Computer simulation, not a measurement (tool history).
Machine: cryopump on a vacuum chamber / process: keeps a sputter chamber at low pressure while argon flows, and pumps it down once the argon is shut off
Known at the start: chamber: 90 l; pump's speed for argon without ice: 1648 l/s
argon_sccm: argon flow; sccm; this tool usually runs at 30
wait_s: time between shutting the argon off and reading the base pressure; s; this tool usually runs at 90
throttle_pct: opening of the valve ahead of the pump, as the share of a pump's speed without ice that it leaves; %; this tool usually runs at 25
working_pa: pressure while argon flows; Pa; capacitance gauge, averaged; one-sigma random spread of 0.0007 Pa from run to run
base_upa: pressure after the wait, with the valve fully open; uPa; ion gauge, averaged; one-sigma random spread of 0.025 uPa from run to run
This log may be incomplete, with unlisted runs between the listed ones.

run   hour  argon_sccm  wait_s  throttle_pct  working_pa  base_upa
  1    0.0          30      90            25      0.1362      2.84
  2   28.8          30      90            25      0.1376      2.84
  3   52.4          30      90            25      0.1392      2.92
      62.6  -- pump warmed up, emptied and cooled again
  4   78.8          30      90            25      0.1239      2.25
  5  107.1          30      90            25      0.1251      2.32
  6  132.1          15      90            25      0.0626      2.41
  7  169.7          15      90            25      0.0642      2.38
  8  186.7          30      90            45      0.0715      2.39
  9  224.2          30      90            45      0.0740      2.40
 10  243.8          30      90            45      0.0743      2.56
 11  265.6          30      90            36      0.0910      2.66
 12  290.3          30      90            36      0.0932      2.66
 13  307.5          30     141            36      0.0934      2.34
 14  330.5          30     141            36      0.0943      2.43
 15  361.0          30     141            23      0.1438      2.51
 16  384.3          30     141            23      0.1440      2.60
 17  409.0          30     141            23      0.1458      2.76
 18  439.1          19      24            17      0.1237      5.20
 19  461.1          23     103            30      0.0886      2.89
 20  478.0          28      36            43      0.0822      4.44
     514.1  -- pump warmed up, emptied and cooled again
 21  517.4          30     175            31      0.0993      2.00
 22  554.8          22      30            43      0.0536      4.12
 23  574.4          22      30            17      0.1349      4.17
 24  601.1          22      30            17      0.1336      4.14
 25  620.8          31     211            25      0.1299      2.08
 26  645.1          27     116            17      0.1671      2.42
 27  665.4          35      90            25      0.1491      2.63
 28  695.6          30     298            25      0.1283      2.12
 29  718.3          54     298            25      0.2327      2.21
 30  740.6          54     298            25      0.2353      2.27
 31  777.7          54     298            25      0.2377      2.30
 32  810.1          14      90            22      0.0697      2.95
 33  836.7          14      90            22      0.0693      3.04

How would selected steps in working_pa from run to run divide? Give the signed amount a tool lacking its hidden state would still show from settings, what came in and random variation, and the signed amount left for the hidden state, including any gauge scatter that is not in both of the compared results.
Hidden state at play: pump's speed, % of a pump's without ice; cold plate's temperature, K; leak into the chamber, uPa l/s; drift of the gauge itself on working_pa, %; drift of the gauge itself on base_upa, %.
Run 3 -> 4: pump warmed up, emptied and cooled again. working_pa -0.0153 Pa: hidden state -0.0148, all else -0.0005.
Run 20 -> 21: argon_sccm 28 -> 30, wait_s 36 -> 175, throttle_pct 43 -> 31, pump warmed up, emptied and cooled again. working_pa +0.0171 Pa: hidden state -0.0141, all else +0.0312.
Run 22 -> 23: throttle_pct 43 -> 17. working_pa +0.0813 Pa: hidden state +0.0004, all else +0.0809.
Run 28 -> 29: argon_sccm 30 -> 54. working_pa +0.1044 Pa: hidden state +0.0057, all else +0.0987.
Run 31 -> 32: argon_sccm 54 -> 14, wait_s 298 -> 90, throttle_pct 25 -> 22. working_pa -0.1680 Pa: hidden state -0.0104, all else -0.1576.
